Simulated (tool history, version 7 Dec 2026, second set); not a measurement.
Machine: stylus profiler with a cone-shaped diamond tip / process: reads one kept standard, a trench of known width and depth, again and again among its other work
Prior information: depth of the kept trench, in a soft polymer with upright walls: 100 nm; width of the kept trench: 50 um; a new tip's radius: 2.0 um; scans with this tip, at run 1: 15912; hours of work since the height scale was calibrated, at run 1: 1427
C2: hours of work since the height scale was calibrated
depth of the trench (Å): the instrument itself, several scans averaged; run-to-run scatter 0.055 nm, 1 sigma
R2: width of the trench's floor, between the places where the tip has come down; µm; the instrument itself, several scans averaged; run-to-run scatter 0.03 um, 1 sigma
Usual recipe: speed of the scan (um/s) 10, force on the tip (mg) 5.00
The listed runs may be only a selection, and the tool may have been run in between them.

Run 1, hour 0.0: usual settings; scans with this tip 15912; C2 1427. Result: depth of the trench (Å) 1013.3, R2 47.96 µm.
Run 2, hour 14.3: usual settings; scans with this tip 16031; C2 1438. Result: depth of the trench (Å) 1013.0, R2 47.88 µm.
Run 3, hour 27.5: usual settings but force on the tip (mg) 9.34; scans with this tip 16142; C2 1448. Result: depth of the trench (Å) 1021.9, R2 47.94 µm.
Run 4, hour 38.4: usual settings but force on the tip (mg) 9.34; scans with this tip 16233; C2 1456. Result: depth of the trench (Å) 1022.5, R2 47.93 µm.
Run 5, hour 47.4: usual settings; scans with this tip 16307; C2 1463. Result: depth of the trench (Å) 1013.7, R2 47.93 µm.
Run 6, hour 58.8: usual settings; scans with this tip 16403; C2 1471. Result: depth of the trench (Å) 1013.6, R2 47.92 µm.
Run 7, hour 67.1: usual settings; scans with this tip 16472; C2 1477. Result: depth of the trench (Å) 1012.6, R2 48.02 µm.
Run 8, hour 84.2: usual settings but speed of the scan (um/s) 3; scans with this tip 16615; C2 1490. Result: depth of the trench (Å) 1014.0, R2 47.90 µm.
Run 9, hour 91.8: usual settings but speed of the scan (um/s) 3; scans with this tip 16678; C2 1496. Result: depth of the trench (Å) 1013.9, R2 47.92 µm.
Run 10, hour 99.8: usual settings but force on the tip (mg) 12.42; scans with this tip 16745; C2 1502. Result: depth of the trench (Å) 1028.3, R2 47.88 µm.
Run 11, hour 117.0: usual settings but force on the tip (mg) 12.42; scans with this tip 16889; C2 1515. Result: depth of the trench (Å) 1027.9, R2 47.92 µm.
Run 12, hour 133.4: usual settings but speed of the scan (um/s) 26; scans with this tip 17025; C2 1527. Result: depth of the trench (Å) 1014.1, R2 47.89 µm.
At hour 135.2: height scale calibrated on a step standard.
Run 13, hour 145.5: usual settings but speed of the scan (um/s) 26; scans with this tip 17122; C2 8. Result: depth of the trench (Å) 1012.8, R2 47.84 µm.
Run 14, hour 154.4: usual settings but speed of the scan (um/s) 2, force on the tip (mg) 6.67; scans with this tip 17196; C2 14. Result: depth of the trench (Å) 1016.0, R2 47.87 µm.
Run 15, hour 171.4: usual settings but speed of the scan (um/s) 4, force on the tip (mg) 2.65; scans with this tip 17338; C2 27. Result: depth of the trench (Å) 1005.6, R2 47.91 µm.
Run 16, hour 184.7: usual settings but speed of the scan (um/s) 4, force on the tip (mg) 2.65; scans with this tip 17449; C2 37. Result: depth of the trench (Å) 1006.7, R2 47.83 µm.
Run 17, hour 198.0: usual settings but speed of the scan (um/s) 2, force on the tip (mg) 1.67; scans with this tip 17560; C2 47. Result: depth of the trench (Å) 1003.2, R2 47.85 µm.
Run 18, hour 209.6: usual settings but speed of the scan (um/s) 5, force on the tip (mg) 2.08; scans with this tip 17657; C2 56. Result: depth of the trench (Å) 1005.1, R2 47.89 µm.
At hour 211.8: height scale calibrated on a step standard, once more.
Run 19, hour 218.8: usual settings but speed of the scan (um/s) 38, force on the tip (mg) 2.06; scans with this tip 17729; C2 5. Result: depth of the trench (Å) 1007.8, R2 47.83 µm.
Run 20, hour 227.6: usual settings but speed of the scan (um/s) 11, force on the tip (mg) 13.85; scans with this tip 17803; C2 12. Result: depth of the trench (Å) 1034.6, R2 47.87 µm.
Run 21, hour 239.3: usual settings but speed of the scan (um/s) 11, force on the tip (mg) 13.85; scans with this tip 17901; C2 21. Result: depth of the trench (Å) 1033.7, R2 47.89 µm.
Run 22, hour 256.1: usual settings but speed of the scan (um/s) 17, force on the tip (mg) 1.70; scans with this tip 18041; C2 33. Result: depth of the trench (Å) 1008.1, R2 47.82 µm.
Run 23, hour 268.3: usual settings but speed of the scan (um/s) 17, force on the tip (mg) 1.70; scans with this tip 18143; C2 42. Result: depth of the trench (Å) 1007.2, R2 47.82 µm.
Run 24, hour 278.1: usual settings but speed of the scan (um/s) 13, force on the tip (mg) 6.97; scans with this tip 18225; C2 50. Result: depth of the trench (Å) 1020.9, R2 47.86 µm.
Run 25, hour 295.4: usual settings but speed of the scan (um/s) 13, force on the tip (mg) 6.97; scans with this tip 18369; C2 63. Result: depth of the trench (Å) 1019.9, R2 47.82 µm.
Run 26, hour 303.0: usual settings but speed of the scan (um/s) 13, force on the tip (mg) 6.97; scans with this tip 18433; C2 68. Result: depth of the trench (Å) 1022.2, R2 47.81 µm.

Below are 3 alternative next runs, each starting from the tool's condition after run 26. Predict each:
Run A, hour 315.7: usual settings but force on the tip (mg) 1.70; scans with this tip 18539; C2 78. Result: depth of the trench (Å) ?, R2 ?.
Run B, hour 315.7: usual settings but speed of the scan (um/s) 5, force on the tip (mg) 1.82; scans with this tip 18539; C2 78. Result: depth of the trench (Å) ?, R2 ?.
Run C, hour 315.7: usual settings but speed of the scan (um/s) 2, force on the tip (mg) 6.48; scans with this tip 18539; C2 78. Result: depth of the trench (Å) ?, R2 ?.

run  depth of the trench (Å)     R2
  A                   1007.2  47.79
  B                   1007.4  47.86
  C                   1020.9  47.86
The same runs, with their run-to-run variation unchanged, on a tool lacking any hidden condition would have given:
run  depth of the trench (Å)     R2
  A                   1007.9  48.70
  B                   1008.1  48.77
  C                   1021.5  48.76

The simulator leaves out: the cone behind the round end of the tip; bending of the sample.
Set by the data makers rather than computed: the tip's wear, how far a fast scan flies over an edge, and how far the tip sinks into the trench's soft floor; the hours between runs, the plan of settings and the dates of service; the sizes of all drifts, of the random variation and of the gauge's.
